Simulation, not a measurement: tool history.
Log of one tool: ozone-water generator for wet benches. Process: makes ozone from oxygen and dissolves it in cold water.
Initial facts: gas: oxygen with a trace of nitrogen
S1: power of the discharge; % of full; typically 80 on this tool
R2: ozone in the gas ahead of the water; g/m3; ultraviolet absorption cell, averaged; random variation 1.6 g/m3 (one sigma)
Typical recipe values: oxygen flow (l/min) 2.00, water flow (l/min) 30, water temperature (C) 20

run 1 day=0.000 | S1=80 oxygen_flow_(l/min)=2.00 water_flow_(l/min)=30 water_temperature_(C)=20 | dissolved_ozone_(ppm)=12.9 R2=298.3
run 2 day=1.017 | S1=80 oxygen_flow_(l/min)=2.00 water_flow_(l/min)=30 water_temperature_(C)=20 | dissolved_ozone_(ppm)=12.5 R2=295.5
run 3 day=1.567 | S1=80 oxygen_flow_(l/min)=2.00 water_flow_(l/min)=30 water_temperature_(C)=20 | dissolved_ozone_(ppm)=12.8 R2=293.7
run 4 day=2.871 | S1=80 oxygen_flow_(l/min)=2.00 water_flow_(l/min)=30 water_temperature_(C)=20 | dissolved_ozone_(ppm)=12.7 R2=294.9
run 5 day=4.183 | S1=80 oxygen_flow_(l/min)=2.00 water_flow_(l/min)=30 water_temperature_(C)=20 | dissolved_ozone_(ppm)=12.9 R2=296.7
run 6 day=5.333 | S1=80 oxygen_flow_(l/min)=2.00 water_flow_(l/min)=23 water_temperature_(C)=20 | dissolved_ozone_(ppm)=16.5 R2=299.7
run 7 day=6.546 | S1=80 oxygen_flow_(l/min)=2.00 water_flow_(l/min)=23 water_temperature_(C)=20 | dissolved_ozone_(ppm)=16.5 R2=296.7
run 8 day=7.475 | S1=80 oxygen_flow_(l/min)=2.00 water_flow_(l/min)=30 water_temperature_(C)=12 | dissolved_ozone_(ppm)=13.2 R2=299.5
run 9 day=8.175 | S1=80 oxygen_flow_(l/min)=1.31 water_flow_(l/min)=32 water_temperature_(C)=20 | dissolved_ozone_(ppm)=9.9 R2=350.5
run 10 day=9.262 | S1=80 oxygen_flow_(l/min)=3.35 water_flow_(l/min)=32 water_temperature_(C)=20 | dissolved_ozone_(ppm)=14.5 R2=243.5
run 11 day=10.154 | S1=80 oxygen_flow_(l/min)=3.35 water_flow_(l/min)=32 water_temperature_(C)=20 | dissolved_ozone_(ppm)=14.5 R2=245.0
run 12 day=10.796 | S1=58 oxygen_flow_(l/min)=1.21 water_flow_(l/min)=26 water_temperature_(C)=20 | dissolved_ozone_(ppm)=9.0 R2=279.6
run 13 day=12.021 | S1=54 oxygen_flow_(l/min)=3.11 water_flow_(l/min)=29 water_temperature_(C)=20 | dissolved_ozone_(ppm)=11.4 R2=183.7
-- day=12.646 water thermometer calibrated
run 14 day=12.925 | S1=78 oxygen_flow_(l/min)=3.11 water_flow_(l/min)=29 water_temperature_(C)=20 | dissolved_ozone_(ppm)=15.3 R2=246.9
run 15 day=13.571 | S1=83 oxygen_flow_(l/min)=2.50 water_flow_(l/min)=29 water_temperature_(C)=13 | dissolved_ozone_(ppm)=15.4 R2=285.5
run 16 day=14.300 | S1=80 oxygen_flow_(l/min)=2.00 water_flow_(l/min)=27 water_temperature_(C)=15 | dissolved_ozone_(ppm)=14.4 R2=302.1

5 ways to go on from here, each from the tool as it stands after run 16. What would each give?
run A day=14.883 | S1=48 oxygen_flow_(l/min)=2.00 water_flow_(l/min)=30 water_temperature_(C)=13 | dissolved_ozone_(ppm)=? R2=?
run B day=14.883 | S1=80 oxygen_flow_(l/min)=2.00 water_flow_(l/min)=40 water_temperature_(C)=15 | dissolved_ozone_(ppm)=? R2=?
run C day=14.883 | S1=80 oxygen_flow_(l/min)=2.20 water_flow_(l/min)=25 water_temperature_(C)=15 | dissolved_ozone_(ppm)=? R2=?
run D day=14.883 | S1=80 oxygen_flow_(l/min)=1.58 water_flow_(l/min)=27 water_temperature_(C)=28 | dissolved_ozone_(ppm)=? R2=?
run E day=14.883 | S1=80 oxygen_flow_(l/min)=1.00 water_flow_(l/min)=27 water_temperature_(C)=15 | dissolved_ozone_(ppm)=? R2=?

run=A dissolved_ozone_(ppm)=8.6 R2=199.1
run=B dissolved_ozone_(ppm)=9.7 R2=299.2
run=C dissolved_ozone_(ppm)=16.2 R2=288.5
run=D dissolved_ozone_(ppm)=12.1 R2=326.6
run=E dissolved_ozone_(ppm)=10.3 R2=390.7
Take away the tool's hidden state, keep each run's random variation, and the runs would have read:
run=A dissolved_ozone_(ppm)=8.6 R2=195.9
run=B dissolved_ozone_(ppm)=9.7 R2=294.4
run=C dissolved_ozone_(ppm)=16.2 R2=283.9
run=D dissolved_ozone_(ppm)=12.1 R2=321.4
run=E dissolved_ozone_(ppm)=10.3 R2=384.4

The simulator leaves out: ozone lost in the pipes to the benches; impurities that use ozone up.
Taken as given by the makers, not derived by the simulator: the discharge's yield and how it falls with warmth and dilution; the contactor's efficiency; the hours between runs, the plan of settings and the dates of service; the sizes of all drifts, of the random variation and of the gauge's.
